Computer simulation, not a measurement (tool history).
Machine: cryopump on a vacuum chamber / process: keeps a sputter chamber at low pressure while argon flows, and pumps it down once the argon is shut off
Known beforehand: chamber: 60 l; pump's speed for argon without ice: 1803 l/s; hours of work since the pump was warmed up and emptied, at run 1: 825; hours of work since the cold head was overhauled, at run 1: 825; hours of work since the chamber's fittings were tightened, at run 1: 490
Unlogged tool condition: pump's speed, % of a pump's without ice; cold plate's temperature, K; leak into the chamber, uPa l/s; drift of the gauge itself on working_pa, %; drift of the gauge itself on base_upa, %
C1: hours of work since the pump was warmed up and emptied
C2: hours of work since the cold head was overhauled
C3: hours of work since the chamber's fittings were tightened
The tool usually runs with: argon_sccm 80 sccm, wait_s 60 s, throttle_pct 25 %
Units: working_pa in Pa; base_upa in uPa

run 1 hour=0 | argon_sccm=80 wait_s=60 throttle_pct=25 | C1=825 C2=825 C3=490 | working_pa=0.3147 base_upa=1.61
run 2 hour=34.4 | argon_sccm=80 wait_s=60 throttle_pct=25 | C1=839 C2=839 C3=504 | working_pa=0.3163 base_upa=1.65
run 3 hour=87.2 | argon_sccm=62 wait_s=60 throttle_pct=25 | C1=861 C2=861 C3=526 | working_pa=0.2462 base_upa=1.67
run 4 hour=117.7 | argon_sccm=71 wait_s=60 throttle_pct=25 | C1=874 C2=874 C3=538 | working_pa=0.2826 base_upa=1.65
run 5 hour=154.2 | argon_sccm=80 wait_s=180 throttle_pct=25 | C1=889 C2=889 C3=554 | working_pa=0.3191 base_upa=0.75
run 6 hour=196.6 | argon_sccm=80 wait_s=180 throttle_pct=25 | C1=906 C2=906 C3=571 | working_pa=0.3193 base_upa=0.75
run 7 hour=226.2 | argon_sccm=80 wait_s=180 throttle_pct=25 | C1=919 C2=919 C3=583 | working_pa=0.3186 base_upa=0.72
run 8 hour=271 | argon_sccm=80 wait_s=180 throttle_pct=25 | C1=937 C2=937 C3=602 | working_pa=0.3193 base_upa=0.78
run 9 hour=315.4 | argon_sccm=80 wait_s=180 throttle_pct=25 | C1=956 C2=956 C3=620 | working_pa=0.3212 base_upa=0.72
run 10 hour=350.9 | argon_sccm=80 wait_s=60 throttle_pct=43 | C1=970 C2=970 C3=635 | working_pa=0.1962 base_upa=1.67
run 11 hour=394.7 | argon_sccm=80 wait_s=141 throttle_pct=43 | C1=989 C2=989 C3=653 | working_pa=0.1959 base_upa=0.88
run 12 hour=452.9 | argon_sccm=80 wait_s=60 throttle_pct=25 | C1=1013 C2=1013 C3=677 | working_pa=0.3211 base_upa=1.62
run 13 hour=484.5 | argon_sccm=80 wait_s=60 throttle_pct=25 | C1=1026 C2=1026 C3=691 | working_pa=0.3235 base_upa=1.61
run 14 hour=516.6 | argon_sccm=80 wait_s=60 throttle_pct=25 | C1=1039 C2=1039 C3=704 | working_pa=0.3221 base_upa=1.68
run 15 hour=559.9 | argon_sccm=109 wait_s=252 throttle_pct=20 | C1=1057 C2=1057 C3=722 | working_pa=0.5412 base_upa=0.59
run 16 hour=618.3 | argon_sccm=56 wait_s=175 throttle_pct=40 | C1=1081 C2=1081 C3=746 | working_pa=0.1491 base_upa=0.78
run 17 hour=655.3 | argon_sccm=48 wait_s=32 throttle_pct=39 | C1=1097 C2=1097 C3=761 | working_pa=0.1292 base_upa=2.94
-- hour=706.1 pump warmed up, emptied and cooled again
run 18 hour=708.5 | argon_sccm=48 wait_s=32 throttle_pct=39 | C1=1 C2=1117 C3=781 | working_pa=0.116 base_upa=2.84

Run 19 has not been measured yet. What should we expect?
run 19 hour=748.6 | argon_sccm=48 wait_s=32 throttle_pct=39 | C1=18 C2=1133 C3=798 | working_pa=? base_upa=?

working_pa: 0.1147 Pa
base_upa: 2.79 uPa
Were there no unlogged condition in the tool, this run, its random variation unchanged, would have produced working_pa 0.1139 Pa, base_upa 2.7 uPa.

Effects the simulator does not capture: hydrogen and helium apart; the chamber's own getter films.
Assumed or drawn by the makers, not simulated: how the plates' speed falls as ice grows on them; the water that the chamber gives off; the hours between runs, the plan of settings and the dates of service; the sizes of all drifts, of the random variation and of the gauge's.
